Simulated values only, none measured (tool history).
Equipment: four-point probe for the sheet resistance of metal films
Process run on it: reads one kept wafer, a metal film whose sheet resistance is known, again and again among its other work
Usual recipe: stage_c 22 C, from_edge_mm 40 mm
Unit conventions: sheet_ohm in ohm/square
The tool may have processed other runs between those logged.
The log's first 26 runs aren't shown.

run	hour	stage_c	from_edge_mm	touches since the probe head was changed	hours of work since the stage's thermometer was calibrated	sheet_ohm
27	1518.4	18	40	95371	1707	0.088122
28	1604.3	18	40	97177	1746	0.0881
29	1672.7	29	12	98615	1777	0.08867
30	1749.3	21	42	100227	1811	0.088146
31	1827.8	25	28	101880	1846	0.088201
32	1870	25	28	102767	1865	0.088219
33	1936.7	23	28	104169	1895	0.088185
34	2006.2	23	28	105632	1927	0.088189
35	2046.9	26	31	106487	1945	0.088222
36	2120.5	25	17	108037	1978	0.088349
37	2172.9	25	17	109137	2002	0.088354
38	2216.9	19	15	110064	2021	0.088417
39	2279.9	19	15	111389	2050	0.088433
40	2349	19	15	112842	2081	0.088406
41	2408	19	36	114083	2107	0.088119
42	2470.9	24	18	115406	2136	0.088375
43	2536.6	24	23	116789	2165	0.088239
44	2575.8	26	18	117614	2183	0.088332
45	2615.7	26	18	118452	2201	0.088343

Here are 4 independent what-if runs from the current tool condition. What would each one return?
A	2651.4	20	16	119204	2217	?
B	2651.4	26	18	119204	2217	?
C	2651.4	24	7	119204	2217	?
D	2651.4	19	45	119204	2217	?

run	sheet_ohm
A	0.08834
B	0.088334
C	0.089651
D	0.088071
Take away the tool's hidden state, keep each run's random variation, and the runs would have read:
run	sheet_ohm
A	0.088346
B	0.08834
C	0.089657
D	0.088077
